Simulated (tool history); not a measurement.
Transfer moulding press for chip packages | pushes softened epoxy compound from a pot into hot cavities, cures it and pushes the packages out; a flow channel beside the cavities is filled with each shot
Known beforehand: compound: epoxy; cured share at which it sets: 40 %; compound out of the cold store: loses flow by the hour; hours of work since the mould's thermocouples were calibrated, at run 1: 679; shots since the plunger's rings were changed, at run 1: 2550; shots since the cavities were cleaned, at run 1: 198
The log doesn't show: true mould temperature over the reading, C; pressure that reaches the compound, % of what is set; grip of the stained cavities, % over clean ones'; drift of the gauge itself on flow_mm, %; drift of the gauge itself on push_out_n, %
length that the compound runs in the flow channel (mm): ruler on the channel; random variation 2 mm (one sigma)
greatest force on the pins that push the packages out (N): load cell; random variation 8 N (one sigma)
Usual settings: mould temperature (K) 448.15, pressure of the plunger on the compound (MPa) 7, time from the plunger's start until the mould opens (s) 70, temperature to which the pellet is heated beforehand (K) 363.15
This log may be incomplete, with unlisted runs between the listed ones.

run     day  mould temperature (K)  pressure of the plunger on the compound (MPa)  time from the plunger's start until the mould opens (s)  temperature to which the pellet is heated beforehand (K)  hours of work since the mould's thermocouples were calibrated  shots since the plunger's rings were changed  shots since the cavities were cleaned  incoming compound's hours out of the cold store  length that the compound runs in the flow channel (mm)  greatest force on the pins that push the packages out (N)
  1       0                 448.15                                              7                                                       70                                                    363.15                                                            679                                          2550                                    198                                             40.8                                                     562                                                        533
  2   1.804                 448.15                                              7                                                       79                                                    363.15                                                            703                                          3107                                    755                                             10.2                                                     613                                                        632
      2.133  -- cavities cleaned with cleaning compound and waxed
  3   3.692                 448.15                                              7                                                       79                                                    363.15                                                            728                                          3671                                    481                                             42.9                                                     548                                                        516
      4.904  -- cavities cleaned with cleaning compound and waxed
      6.821  -- plunger's sealing rings changed
  4   7.071                 448.15                                              7                                                       79                                                    363.15                                                            772                                            77                                    637                                             41.7                                                     578                                                        612
      7.762  -- cavities cleaned with cleaning compound and waxed
  5   9.608                 448.15                                              7                                                       79                                                    363.15                                                            806                                           842                                    570                                             43.7                                                     571                                                        564
     10.388  -- cavities cleaned with cleaning compound and waxed
  6  11.292                 448.15                                              7                                                       79                                                    363.15                                                            829                                          1343                                    279                                             38.5                                                     578                                                        454
     13.158  -- cavities cleaned with cleaning compound and waxed
  7  13.554                 448.15                                              7                                                       70                                                    363.15                                                            859                                          2022                                    123                                             14.1                                                     615                                                        568
     14.129  -- mould's thermocouples calibrated
     15.862  -- cavities cleaned with cleaning compound and waxed
  8  16.488                 448.15                                              7                                                       70                                                    363.15                                                             31                                          2882                                    193                                             37.4                                                     565                                                        536
     18.571  -- cavities cleaned with cleaning compound and waxed
  9  19.888                 448.15                                              7                                                       70                                                    363.15                                                             77                                          3914                                    408                                             23.2                                                     580                                                        660
     21.329  -- cavities cleaned with cleaning compound and waxed
     22.233  -- plunger's sealing rings changed
 10  22.262                 448.15                                              7                                                       70                                                    369.15                                                            107                                             8                                    256                                               21                                                     612                                                        555
     24.117  -- cavities cleaned with cleaning compound and waxed
 11  25.346                 448.15                                              7                                                       70                                                    363.15                                                            149                                           942                                    380                                               33                                                     586                                                        615
     26.833  -- cavities cleaned with cleaning compound and waxed
 12  28.521                 448.15                                              7                                                       70                                                    363.15                                                            192                                          1903                                    522                                             33.8                                                     574                                                        702
     29.617  -- cavities cleaned with cleaning compound and waxed
 13  30.738                 448.15                                              7                                                       70                                                    363.15                                                            221                                          2568                                    346                                             21.7                                                     590                                                        635
     32.329  -- cavities cleaned with cleaning compound and waxed
 14  32.871                 448.15                                              7                                                       70                                                    363.15                                                            249                                          3208                                    168                                             35.6                                                     562                                                        513
     34.971  -- cavities cleaned with cleaning compound and waxed
 15  36.033                 448.15                                              7                                                       52                                                    363.15                                                            292                                          4165                                    329                                             42.5                                                     539                                                       1310
     37.542  -- plunger's sealing rings changed
     37.783  -- cavities cleaned with cleaning compound and waxed
 16      38                 448.15                                              7                                                       52                                                    363.15                                                            317                                           123                                     68                                               15                                                     627                                                        942
 17  39.446                 448.15                                              7                                                       69                                                    363.15                                                            336                                           569                                    514                                             19.8                                                     618                                                        760
     40.546  -- cavities cleaned with cleaning compound and waxed
 18  41.521                 448.15                                              7                                                       69                                                    363.15                                                            364                                          1190                                    301                                             39.6                                                     574                                                        619
     43.321  -- cavities cleaned with cleaning compound and waxed
 19  44.654                 440.15                                              7                                                       58                                                    363.15                                                            406                                          2140                                    413                                             32.7                                                     591                                                       1521
     46.017  -- cavities cleaned with cleaning compound and waxed
 20  47.342                 446.15                                              7                                                       58                                                    356.15                                                            442                                          2949                                    408                                             26.8                                                     589                                                       1297
     48.796  -- cavities cleaned with cleaning compound and waxed
 21  50.558                 446.15                                              7                                                       58                                                    356.15                                                            485                                          3924                                    544                                             32.4                                                     572                                                       1420
     51.504  -- cavities cleaned with cleaning compound and waxed
 22  52.612                 448.15                                           6.57                                                       70                                                    363.15                                                            513                                          4538                                    342                                             17.3                                                     567                                                        687
         53  -- plunger's sealing rings changed
     54.308  -- cavities cleaned with cleaning compound and waxed
 23  54.679                 443.15                                           6.57                                                      100                                                    363.15                                                            539                                           500                                    115                                             29.3                                                     589                                                        318
     57.054  -- cavities cleaned with cleaning compound and waxed
 24  57.838                 443.15                                           6.57                                                      100                                                    363.15                                                            581                                          1456                                    241                                             12.7                                                     612                                                        399
     59.712  -- cavities cleaned with cleaning compound and waxed
 25  59.712                 443.15                                           6.57                                                      100                                                    363.15                                                            606                                          2015                                      0                                             16.4                                                     602                                                        235
 26  61.717                 443.15                                           6.57                                                      100                                                    363.15                                                            633                                          2634                                    619                                             32.9                                                     561                                                        509

Pick out some run-to-run changes in length that the compound runs in the flow channel (mm). Of each, how much would a tool without hidden state show as well, from the settings, what came in and chance, and how much is left for the hidden state and any gauge scatter not in both results compared?
Run 2 -> 3: cavities cleaned with cleaning compound and waxed. length that the compound runs in the flow channel (mm) -65: hidden state -2, all else -63.
Run 15 -> 16: plunger's sealing rings changed, cavities cleaned with cleaning compound and waxed. length that the compound runs in the flow channel (mm) +88: hidden state +34, all else +54.
Run 22 -> 23: mould temperature (K) 448.15 -> 443.15, time from the plunger's start until the mould opens (s) 70 -> 100, plunger's sealing rings changed, cavities cleaned with cleaning compound and waxed. length that the compound runs in the flow channel (mm) +22: hidden state +33, all else -11.

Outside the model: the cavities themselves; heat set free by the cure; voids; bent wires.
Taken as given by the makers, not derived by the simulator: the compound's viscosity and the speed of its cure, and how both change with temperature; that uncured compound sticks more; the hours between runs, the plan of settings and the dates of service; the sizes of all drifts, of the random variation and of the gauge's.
